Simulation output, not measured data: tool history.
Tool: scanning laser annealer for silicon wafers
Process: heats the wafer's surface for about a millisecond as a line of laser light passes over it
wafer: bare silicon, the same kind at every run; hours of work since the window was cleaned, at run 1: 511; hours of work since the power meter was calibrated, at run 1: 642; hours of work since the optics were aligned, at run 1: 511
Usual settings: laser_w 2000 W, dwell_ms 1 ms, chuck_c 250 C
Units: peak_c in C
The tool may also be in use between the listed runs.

| run | hour | laser_w | dwell_ms | chuck_c | hours of work since the window was cleaned | hours of work since the power meter was calibrated | hours of work since the optics were aligned | peak_c |
|---|---|---|---|---|---|---|---|---|
| 1 | 0 | 2000 | 1 | 250 | 511 | 642 | 511 | 938 |
| 2 | 30.6 | 2000 | 1 | 250 | 535 | 666 | 535 | 938 |
| 3 | 50.7 | 2000 | 1 | 250 | 550 | 682 | 550 | 935 |
|  | 54.7 | window over the wafer cleaned |
| 4 | 71.2 | 2000 | 1 | 250 | 13 | 696 | 565 | 968 |
| 5 | 112.3 | 2000 | 1 | 250 | 45 | 728 | 596 | 962 |
| 6 | 148.1 | 2000 | 1 | 250 | 72 | 756 | 624 | 959 |
| 7 | 186.9 | 2000 | 1 | 230 | 103 | 786 | 654 | 938 |
| 8 | 221 | 2000 | 1 | 230 | 129 | 812 | 681 | 938 |
| 9 | 244.3 | 2000 | 1 | 230 | 147 | 830 | 699 | 935 |
| 10 | 287.2 | 1746 | 1 | 250 | 180 | 864 | 732 | 844 |
| 11 | 320.8 | 1746 | 1 | 250 | 206 | 890 | 758 | 843 |
| 12 | 353.8 | 2000 | 1 | 250 | 232 | 915 | 784 | 946 |
| 13 | 374.8 | 2000 | 1 | 250 | 248 | 932 | 800 | 944 |
| 14 | 408.4 | 1869 | 1 | 250 | 274 | 958 | 826 | 892 |
| 15 | 427.3 | 1869 | 1 | 250 | 289 | 972 | 841 | 888 |
| 16 | 450.2 | 2000 | 1 | 252 | 307 | 990 | 858 | 945 |
| 17 | 494.6 | 2000 | 1 | 252 | 341 | 1024 | 893 | 942 |
|  | 501.7 | optics aligned, line set to its width |
| 18 | 524 | 1803 | 1.04 | 247 | 360 | 1043 | 17 | 861 |
| 19 | 568 | 1803 | 1.04 | 247 | 394 | 1077 | 51 | 852 |
|  | 583.8 | optics aligned, line set to its width, once more |
| 20 | 608 | 1762 | 0.97 | 260 | 421 | 1105 | 19 | 849 |
| 21 | 627.4 | 1987 | 0.97 | 239 | 436 | 1120 | 34 | 919 |
| 22 | 666.2 | 1787 | 0.96 | 250 | 466 | 1150 | 64 | 841 |
| 23 | 702.8 | 2050 | 1.16 | 274 | 495 | 1178 | 92 | 1052 |
| 24 | 737.8 | 2050 | 0.72 | 264 | 522 | 1205 | 119 | 856 |
| 25 | 756.2 | 2103 | 0.8 | 264 | 536 | 1220 | 134 | 911 |
|  | 778.2 | window over the wafer cleaned |
| 26 | 797.4 | 2103 | 1.18 | 276 | 15 | 1250 | 164 | 1117 |
| 27 | 828.6 | 2100 | 0.81 | 250 | 39 | 1274 | 188 | 928 |
| 28 | 867.8 | 1984 | 1.03 | 250 | 69 | 1304 | 219 | 972 |
| 29 | 894 | 2000 | 1.16 | 250 | 90 | 1325 | 239 | 1025 |
| 30 | 933.3 | 1996 | 0.72 | 253 | 120 | 1355 | 269 | 838 |
| 31 | 977.2 | 1996 | 0.72 | 253 | 154 | 1389 | 303 | 838 |
| 32 | 1001.3 | 1996 | 0.72 | 253 | 173 | 1408 | 322 | 836 |
| 33 | 1021.4 | 1820 | 0.87 | 238 | 189 | 1424 | 338 | 819 |
| 34 | 1054.7 | 1809 | 0.71 | 226 | 214 | 1449 | 364 | 733 |

Some steps in peak_c between neighbouring runs. How much of each would the tool show without its hidden state too (settings, what came in, random variation), and how much is left for the hidden state, with any gauge scatter that isn't in both results?
The hidden state here: light that passes the window, % of a clean one's; laser's true power over the reading, %; width of the line over the set one, %; drift of the gauge itself on peak_c, C.
Run 3 -> 4: window over the wafer cleaned. peak_c +33 C: hidden state +30, all else +3.
Run 19 -> 20: laser_w 1803 -> 1762, dwell_ms 1.04 -> 0.97, chuck_c 247 -> 260, optics aligned, line set to its width, once more. peak_c -3 C: hidden state +21, all else -24.
Run 22 -> 23: laser_w 1787 -> 2050, dwell_ms 0.96 -> 1.16, chuck_c 250 -> 274. peak_c +211 C: hidden state -12, all else +223.
Run 23 -> 24: dwell_ms 1.16 -> 0.72, chuck_c 274 -> 264. peak_c -196 C: hidden state +7, all else -203.
Run 25 -> 26: dwell_ms 0.8 -> 1.18, chuck_c 264 -> 276, window over the wafer cleaned. peak_c +206 C: hidden state +28, all else +178.
